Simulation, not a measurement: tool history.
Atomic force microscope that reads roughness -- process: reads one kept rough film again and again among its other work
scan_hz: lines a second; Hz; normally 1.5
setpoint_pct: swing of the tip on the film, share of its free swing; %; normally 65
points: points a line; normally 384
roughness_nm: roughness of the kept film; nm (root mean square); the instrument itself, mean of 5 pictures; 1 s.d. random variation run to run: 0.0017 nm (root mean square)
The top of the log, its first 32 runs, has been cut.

run    hour  scan_hz  setpoint_pct  points  pictures with this tip  hours of work since the height scale was calibrated  roughness_nm
 33  1528.2     3.79            65     384                      53                                                 1191         0.901
 34  1570.6     3.79            65     384                     105                                                 1211         0.899
     1631.8  -- new tip fitted
 35  1636.5     2.53            65     381                       6                                                 1241         0.948
 36  1686.7      1.5            74     345                      69                                                 1265         0.947
 37  1730.4     2.74            59     342                     123                                                 1285         0.975
     1777.9  -- new tip fitted
 38  1803.5     2.31            63     440                      32                                                 1319         0.968
 39  1839.4     2.31            63     280                      76                                                 1336         0.967
 40  1884.4     2.31            63     280                     133                                                 1357         0.965
     1921.1  -- new tip fitted
 41  1921.6     0.95            69     686                       0                                                 1374         1.005
 42  1972.7     0.95            69     686                      64                                                 1397         1.007

Each row is a separate what-if for the run after 42, all from the same tool condition, not one after another. Results?
  A  2005.2     1.09            65     314                     105                                                 1413             ?
  B  2005.2     0.95            83     509                     105                                                 1413             ?
  C  2005.2     0.95            69     766                     105                                                 1413             ?
  D  2005.2     2.85            65     838                     105                                                 1413             ?

run  roughness_nm
  A         1.005
  B          0.95
  C         1.005
  D         0.938
Stripped of hidden state, with their random variation kept, the same runs would have yielded:
run  roughness_nm
  A         1.004
  B          0.95
  C         1.005
  D         0.937
